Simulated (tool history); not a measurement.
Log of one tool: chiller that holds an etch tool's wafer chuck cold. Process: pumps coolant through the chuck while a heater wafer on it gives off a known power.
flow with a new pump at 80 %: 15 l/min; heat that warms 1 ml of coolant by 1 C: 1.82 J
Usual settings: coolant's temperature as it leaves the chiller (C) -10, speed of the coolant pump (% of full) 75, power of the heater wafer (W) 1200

| run | hour | coolant's temperature as it leaves the chiller (C) | speed of the coolant pump (% of full) | power of the heater wafer (W) | chuck's temperature once it has settled (C) | how much warmer the coolant comes back (C) |
|---|---|---|---|---|---|---|
| 1 | 0 | -10 | 75 | 1200 | 0 | 3.01 |
| 2 | 113.8 | -10 | 75 | 1200 | 0 | 3.01 |
| 3 | 208.4 | -19 | 75 | 1200 | -8.9 | 3 |
| 4 | 349.7 | -19 | 75 | 1200 | -8.7 | 2.95 |
| 5 | 517.2 | -19 | 75 | 1460 | -6.7 | 3.69 |
| 6 | 689.1 | -19 | 75 | 1460 | -6.5 | 3.61 |
| 7 | 798.5 | -19 | 75 | 1460 | -6.5 | 3.71 |
| 8 | 912.4 | -19 | 75 | 1460 | -6.4 | 3.67 |
| 9 | 1026.3 | -19 | 75 | 1460 | -6.3 | 3.79 |
| 10 | 1132.4 | -10 | 75 | 1200 | 0.4 | 2.98 |
| 11 | 1237.9 | -10 | 75 | 1200 | 0.5 | 3.07 |
| 12 | 1378.8 | -17 | 76 | 947 | -8.7 | 2.38 |
| 13 | 1504.1 | -8 | 80 | 947 | 0.1 | 2.24 |
| 14 | 1625.8 | -3 | 96 | 1200 | 5.8 | 2.35 |
| 15 | 1744.1 | -10 | 75 | 853 | -2.2 | 2.19 |
| 16 | 1901.1 | -10 | 69 | 917 | -1 | 2.59 |
| 17 | 1982.3 | -14 | 80 | 917 | -6.1 | 2.27 |
| 18 | 2116.3 | -4 | 66 | 872 | 4.7 | 2.59 |
| 19 | 2252.8 | -12 | 66 | 767 | -4.2 | 2.26 |
| 20 | 2332.9 | -12 | 66 | 767 | -4.4 | 2.29 |
| 21 | 2464.3 | -12 | 66 | 767 | -4.5 | 2.29 |
| 22 | 2569.1 | -12 | 63 | 886 | -3.1 | 2.74 |

Taken out of this log: 2 entries between the listed runs. Where each belongs, and how the hidden state differs across it:
Between runs 12 and 13: chiller's thermometer calibrated (hour 1391)
  heat passed by the chuck's channels, % of clean ones': 97.8 -> 97.7; flow at a given pump speed, % of a new pump's: 92.5 -> 92.3; coolant's true temperature over the reading, C: 0.14 -> 0.24
  measured less the result without the state, chuck's temperature once it has settled (C): +0.7 -> +0.8; how much warmer the coolant comes back (C): +0.18 -> +0.18
Between runs 20 and 21: chiller's thermometer calibrated, once more (hour 2355.7)
  heat passed by the chuck's channels, % of clean ones': 96.6 -> 96.4; flow at a given pump speed, % of a new pump's: 91 -> 90.8; coolant's true temperature over the reading, C: 0.34 -> 0.01
  measured less the result without the state, chuck's temperature once it has settled (C): +1 -> +0.7; how much warmer the coolant comes back (C): +0.21 -> +0.21
